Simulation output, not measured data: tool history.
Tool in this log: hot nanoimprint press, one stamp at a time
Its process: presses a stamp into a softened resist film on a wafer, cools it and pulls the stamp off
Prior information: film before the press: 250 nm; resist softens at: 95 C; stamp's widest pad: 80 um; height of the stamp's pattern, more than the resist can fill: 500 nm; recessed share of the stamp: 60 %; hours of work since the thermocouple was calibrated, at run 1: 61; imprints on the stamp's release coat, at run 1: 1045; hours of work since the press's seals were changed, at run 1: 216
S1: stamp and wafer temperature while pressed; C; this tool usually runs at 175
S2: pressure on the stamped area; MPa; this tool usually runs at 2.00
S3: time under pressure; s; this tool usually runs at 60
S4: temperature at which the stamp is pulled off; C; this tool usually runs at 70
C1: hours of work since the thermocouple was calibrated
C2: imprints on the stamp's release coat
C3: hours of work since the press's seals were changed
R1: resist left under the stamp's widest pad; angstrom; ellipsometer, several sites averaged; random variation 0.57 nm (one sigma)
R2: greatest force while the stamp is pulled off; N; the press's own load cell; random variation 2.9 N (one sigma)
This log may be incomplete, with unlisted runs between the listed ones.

run,hour,S1,S2,S3,S4,C1,C2,C3,R1,R2
1,0.0,175,2.00,60,70,61,1045,216,952,230
2,17.6,175,2.00,60,70,73,1125,228,955,230
3,27.0,175,2.00,60,70,79,1168,235,961,232
4,36.8,175,2.00,60,70,86,1213,242,960,227
5,47.2,175,2.00,42,70,93,1261,249,1118,227
6,56.1,175,2.00,42,70,100,1301,255,1104,223
# hour 77.4: stamp cleaned and given a new release coat
7,77.6,175,2.00,60,70,111,1,266,962,213
8,93.8,175,2.00,60,70,122,75,277,963,211
9,109.5,175,2.09,60,70,133,146,288,941,210
10,122.1,175,2.00,60,70,142,204,297,964,214
11,142.9,184,2.00,60,70,156,299,311,754,219
12,160.8,184,2.00,60,70,168,381,324,745,214
13,178.0,184,2.00,60,70,181,460,336,758,219
14,197.0,180,2.00,60,70,194,547,349,835,220
15,214.3,180,2.00,60,70,206,626,361,838,221
16,227.4,180,3.02,33,66,215,686,370,900,236
17,241.9,180,3.02,33,66,225,752,380,904,245
18,256.4,184,2.31,56,64,235,819,391,726,251
19,275.0,171,2.58,56,64,248,904,404,1005,247
20,295.5,171,2.58,56,64,262,998,418,1016,261
21,312.9,171,2.58,56,64,275,1078,430,1014,262
22,327.7,171,2.58,56,64,285,1145,440,998,259
# hour 331.9: plate thermocouple calibrated
23,350.5,175,2.00,71,70,13,1236,454,903,228
24,360.2,180,2.00,57,70,20,1280,461,864,237
25,372.2,184,2.00,60,70,28,1335,469,760,234
# hour 385.7: stamp cleaned and given a new release coat
26,396.2,184,2.00,60,70,41,49,482,761,212
27,406.0,184,2.00,47,62,47,93,489,846,256
28,425.6,175,1.55,43,70,61,183,502,1243,214
29,434.3,175,2.65,60,70,67,223,508,858,217

Some steps in R1 between neighbouring runs. How much of each would the tool show without its hidden state too (settings, what came in, random variation), and how much is left for the hidden state, with any gauge scatter that isn't in both results?
Hidden state at play: true temperature over the reading, C; pressure that arrives at the usual setting, %; grip of the stamp's worn release coat, % over a new coat's; drift of the gauge itself on residual_nm, %; drift of the gauge itself on pull_off_n, %.
Run 18 -> 19: S1 184 -> 171, S2 2.31 -> 2.58. R1 +279 angstrom: hidden state +11, all else +268.
Run 22 -> 23: S1 171 -> 175, S2 2.58 -> 2.00, S3 56 -> 71, S4 64 -> 70, plate thermocouple calibrated. R1 -95 angstrom: hidden state -14, all else -81.
Run 27 -> 28: S1 184 -> 175, S2 2.00 -> 1.55, S3 47 -> 43, S4 62 -> 70. R1 +397 angstrom: hidden state +4, all else +393.
Run 28 -> 29: S2 1.55 -> 2.65, S3 43 -> 60. R1 -385 angstrom: hidden state +4, all else -389.

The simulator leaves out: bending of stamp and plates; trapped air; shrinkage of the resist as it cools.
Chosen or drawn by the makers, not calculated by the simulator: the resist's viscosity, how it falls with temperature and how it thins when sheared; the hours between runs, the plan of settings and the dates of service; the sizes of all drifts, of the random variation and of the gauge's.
